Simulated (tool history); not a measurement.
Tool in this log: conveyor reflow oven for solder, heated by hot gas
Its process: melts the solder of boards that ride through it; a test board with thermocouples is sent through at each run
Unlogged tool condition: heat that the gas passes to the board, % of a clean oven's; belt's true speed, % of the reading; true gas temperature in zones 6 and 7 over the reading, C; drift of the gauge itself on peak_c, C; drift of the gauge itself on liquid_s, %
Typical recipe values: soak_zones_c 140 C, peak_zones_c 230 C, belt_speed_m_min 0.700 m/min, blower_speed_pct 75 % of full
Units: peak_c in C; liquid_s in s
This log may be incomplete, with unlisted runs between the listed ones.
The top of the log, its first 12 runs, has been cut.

run     day  soak_zones_c  peak_zones_c  belt_speed_m_min  blower_speed_pct  hours of work since the flux was cleaned out  hours of work since the belt drive was overhauled  hours of work since the thermocouples were changed  peak_c  liquid_s
      9.721  -- flux residue cleaned out of gas plates and filters
 13  10.117           140           230             0.700                75                                             6                                                171                                                 692   215.2      50.8
 14  10.967           140           230             0.700                75                                            18                                                183                                                 704   216.3      49.8
 15  11.704           140           230             0.700                75                                            28                                                194                                                 715   214.9      50.9
 16  12.275           140           230             0.700                75                                            36                                                202                                                 723   215.2      50.5
 17  13.171           147           230             0.593                59                                            49                                                214                                                 736   217.0      64.8
 18  14.104           147           220             0.593                66                                            62                                                228                                                 749   209.8      59.1
 19  14.942           135           230             0.749                74                                            74                                                239                                                 761   212.1      43.5
 20  16.004           140           241             0.700                75                                            89                                                254                                                 776   224.5      56.5
 21  17.050           140           223             0.649                60                                           104                                                269                                                 791   207.0      47.7
 22  17.812           140           223             0.649                60                                           115                                                280                                                 801   207.7      47.8
 23  18.808           140           223             0.649                60                                           129                                                294                                                 816   207.8      47.4
 24  19.333           140           223             0.649                60                                           136                                                302                                                 823   208.2      47.2
 25  19.862           142           230             0.700                86                                           144                                                309                                                 830   217.4      53.8
 26  20.533           150           230             0.700                75                                           153                                                319                                                 840   217.0      55.2
 27  21.579           150           230             0.700                75                                           168                                                333                                                 855   217.4      55.2

Expected results for the next run?
 28  22.346           150           230             0.700                75                                           179                                                344                                                 866       ?         ?

peak_c: 217.3 C
liquid_s: 55.4 s
Without the tool's hidden state the same run would have given peak_c 217.4 C, liquid_s 55.4 s.
